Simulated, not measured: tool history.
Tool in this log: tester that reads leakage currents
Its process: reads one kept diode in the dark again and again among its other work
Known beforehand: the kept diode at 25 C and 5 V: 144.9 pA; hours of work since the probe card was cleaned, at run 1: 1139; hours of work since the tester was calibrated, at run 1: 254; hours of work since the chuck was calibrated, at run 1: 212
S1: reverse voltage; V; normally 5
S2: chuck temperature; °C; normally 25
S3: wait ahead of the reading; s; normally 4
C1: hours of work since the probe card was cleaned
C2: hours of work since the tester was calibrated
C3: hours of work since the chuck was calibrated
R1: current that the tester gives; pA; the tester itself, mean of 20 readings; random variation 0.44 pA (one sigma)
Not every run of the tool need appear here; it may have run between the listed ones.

| run | hour | S1 | S2 | S3 | C1 | C2 | C3 | R1 |
|---|---|---|---|---|---|---|---|---|
| 1 | 0 | 5 | 25 | 4 | 1139 | 254 | 212 | 149.41 |
| 2 | 15.5 | 5 | 25 | 4 | 1151 | 266 | 224 | 151.16 |
| 3 | 45 | 5 | 25 | 4 | 1173 | 288 | 246 | 150.7 |
| 4 | 66.9 | 5 | 25 | 4 | 1189 | 304 | 262 | 150.12 |
| 5 | 87.3 | 5 | 25 | 4 | 1204 | 319 | 277 | 150.27 |
| 6 | 115.8 | 5 | 25 | 4 | 1225 | 340 | 298 | 150.69 |
| 7 | 130.5 | 5 | 25 | 4 | 1236 | 351 | 309 | 151 |
| 8 | 154.8 | 3.56 | 25 | 4 | 1254 | 369 | 327 | 134.7 |
| 9 | 177.2 | 3.56 | 25 | 4 | 1271 | 386 | 344 | 134.65 |
| 10 | 206.2 | 5 | 25 | 4 | 1292 | 407 | 365 | 152.46 |
| 11 | 221.3 | 5 | 25 | 4 | 1304 | 419 | 377 | 152.43 |
| 12 | 248.1 | 5 | 25 | 4.14 | 1324 | 439 | 397 | 152.86 |
| 13 | 276.6 | 5 | 25 | 4.14 | 1345 | 460 | 418 | 153.39 |
| 14 | 302.4 | 5 | 60 | 4 | 1364 | 479 | 437 | 2017.41 |
|  | 306.1 | chuck's temperature calibrated |
| 15 | 324.2 | 5 | 60 | 4 | 1379 | 494 | 13 | 2047.16 |
| 16 | 350.1 | 5 | 60 | 5.96 | 1398 | 513 | 33 | 2054.25 |
| 17 | 369.6 | 5 | 60 | 5.96 | 1412 | 527 | 47 | 2050.17 |
|  | 379.4 | chuck's temperature calibrated, once more |
| 18 | 388.4 | 5 | 25 | 0.44 | 1425 | 540 | 7 | 151.4 |
| 19 | 404.6 | 1.53 | 53 | 4 | 1437 | 552 | 19 | 824.22 |
| 20 | 427.5 | 3.99 | 25 | 4 | 1454 | 569 | 36 | 139.26 |
| 21 | 447.8 | 3.18 | 25 | 5.73 | 1469 | 584 | 51 | 128.53 |
| 22 | 476.9 | 3.18 | 25 | 5.73 | 1490 | 605 | 72 | 129.03 |
| 23 | 492.7 | 3.18 | 26 | 0.58 | 1502 | 617 | 84 | 140.15 |
| 24 | 506.3 | 5 | 36 | 4 | 1512 | 627 | 94 | 358.42 |
| 25 | 527 | 18.73 | 25 | 0.31 | 1528 | 643 | 110 | 248.2 |
| 26 | 540 | 18.73 | 25 | 0.31 | 1537 | 652 | 119 | 249.85 |
| 27 | 554.9 | 2.28 | 22 | 4 | 1548 | 663 | 130 | 89.8 |
| 28 | 581.2 | 2.28 | 22 | 4 | 1568 | 683 | 150 | 90.05 |
| 29 | 596.5 | 2.28 | 40 | 1.63 | 1579 | 694 | 161 | 374.93 |
| 30 | 625.9 | 3.57 | 54 | 4 | 1601 | 716 | 183 | 1192.36 |
| 31 | 651.1 | 3.57 | 54 | 2.61 | 1620 | 735 | 202 | 1191.84 |
| 32 | 671.4 | 5.16 | 25 | 1.36 | 1635 | 750 | 217 | 154.44 |
| 33 | 689.2 | 2.28 | 34 | 3.64 | 1648 | 763 | 230 | 237.39 |
| 34 | 707 | 2.28 | 34 | 3.64 | 1661 | 776 | 243 | 238.53 |
| 35 | 731.8 | 4.27 | 25 | 4 | 1680 | 795 | 262 | 145.05 |

Predict each of these 5 candidate next runs independently; none follows another, all start after run 35:
| A | 759.9 | 1.12 | 50 | 1.33 | 1701 | 816 | 283 | ? |
| B | 759.9 | 5 | 47 | 2.89 | 1701 | 816 | 283 | ? |
| C | 759.9 | 4.71 | 45 | 4 | 1701 | 816 | 283 | ? |
| D | 759.9 | 19.65 | 30 | 3.69 | 1701 | 816 | 283 | ? |
| E | 759.9 | 2.33 | 23 | 4 | 1701 | 816 | 283 | ? |

| run | R1 |
|---|---|
| A | 614.81 |
| B | 824.89 |
| C | 703.21 |
| D | 372.72 |
| E | 99.53 |
Without the tool's unlogged condition, the same runs would have read:
| run | R1 |
|---|---|
| A | 595 |
| B | 795.44 |
| C | 677.56 |
| D | 345.9 |
| E | 94.37 |

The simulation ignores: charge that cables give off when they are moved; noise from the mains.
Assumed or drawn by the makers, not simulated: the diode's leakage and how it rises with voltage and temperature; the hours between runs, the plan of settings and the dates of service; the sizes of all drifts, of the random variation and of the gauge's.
